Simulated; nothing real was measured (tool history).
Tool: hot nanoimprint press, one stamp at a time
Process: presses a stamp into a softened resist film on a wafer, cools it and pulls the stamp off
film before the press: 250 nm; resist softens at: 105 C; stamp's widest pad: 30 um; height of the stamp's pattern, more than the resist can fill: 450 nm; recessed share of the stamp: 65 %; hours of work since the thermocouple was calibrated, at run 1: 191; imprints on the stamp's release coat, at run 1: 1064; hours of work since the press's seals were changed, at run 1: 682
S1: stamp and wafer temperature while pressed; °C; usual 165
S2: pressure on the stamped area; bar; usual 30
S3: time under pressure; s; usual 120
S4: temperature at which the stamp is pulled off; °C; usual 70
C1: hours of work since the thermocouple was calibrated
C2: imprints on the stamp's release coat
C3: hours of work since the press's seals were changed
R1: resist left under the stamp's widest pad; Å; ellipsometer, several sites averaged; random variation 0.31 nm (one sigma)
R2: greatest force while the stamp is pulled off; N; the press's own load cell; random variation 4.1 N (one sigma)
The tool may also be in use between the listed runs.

run,hour,S1,S2,S3,S4,C1,C2,C3,R1,R2
1,0,165,30,120,70,191,1064,682,1395,258
# hour 24.4: stamp cleaned and given a new release coat
2,44.7,165,30,120,70,213,83,703,1391,204
3,75.1,165,30,120,70,229,207,720,1395,213
4,107.1,165,30,120,70,247,337,737,1395,217
5,124.6,165,32.2,120,70,256,409,747,1354,213
6,161.4,165,32.2,120,70,277,559,767,1351,225
7,187.3,165,32.2,191,70,291,665,781,1154,234
8,227.3,165,30,120,70,313,828,803,1386,238
# hour 247.4: plate thermocouple calibrated
# hour 264: press's hydraulic seals changed and the load cell set to zero
9,274.7,170,30,120,70,11,976,6,1201,250
10,309,170,30,120,70,29,1116,25,1198,262
# hour 320.6: stamp cleaned and given a new release coat
11,333.3,170,30,120,70,39,52,35,1199,200
12,355.7,170,30,120,70,52,143,47,1204,213
13,390.8,165,30,120,70,71,287,66,1396,221
14,421.8,165,30,120,70,88,413,83,1391,224
15,459.8,165,24.1,120,70,109,568,104,1516,235
16,490,165,24.1,120,70,125,691,121,1522,232
17,515.9,165,47.4,76,67,140,797,135,1321,258
18,548.2,165,20.2,120,70,157,929,153,1628,253
19,568.1,162,30,120,70,168,1010,163,1507,259
# hour 604.3: stamp cleaned and given a new release coat
20,610.6,168,30,141,78,188,26,183,1204,150
21,635,168,30,141,78,202,126,197,1201,164
22,653.2,165,28,120,61,212,200,207,1426,248
23,688.1,168,23.9,66,67,231,342,226,1668,230
24,728.8,168,23.9,101,67,253,508,248,1479,239
25,767.3,169,23.9,67,67,274,666,269,1618,259
26,784.6,169,23.9,67,67,284,736,279,1616,257
27,824.5,169,23.9,67,67,306,899,301,1620,276
# hour 856.2: plate thermocouple calibrated
28,856.2,158,23.9,67,69,0,1016,317,2052,275
29,880.2,158,23.9,67,69,13,1114,330,2050,275
# hour 891.8: stamp cleaned and given a new release coat
30,914.5,158,36.2,67,64,29,92,345,1852,234

4 ways to go on from here, each from the tool as it stands after run 30. What would each give?
A,936.2,163,36.2,119,64,41,181,357,?,?
B,936.2,165,30,132,70,41,181,357,?,?
C,936.2,158,30.8,234,60,41,181,357,?,?
D,936.2,173,30,72,67,41,181,357,?,?

run,R1,R2
A,1387,236
B,1371,203
C,1404,266
D,1325,225
Without the tool's hidden state the same runs would have given:
run,R1,R2
A,1368,224
B,1355,193
C,1388,253
D,1310,214

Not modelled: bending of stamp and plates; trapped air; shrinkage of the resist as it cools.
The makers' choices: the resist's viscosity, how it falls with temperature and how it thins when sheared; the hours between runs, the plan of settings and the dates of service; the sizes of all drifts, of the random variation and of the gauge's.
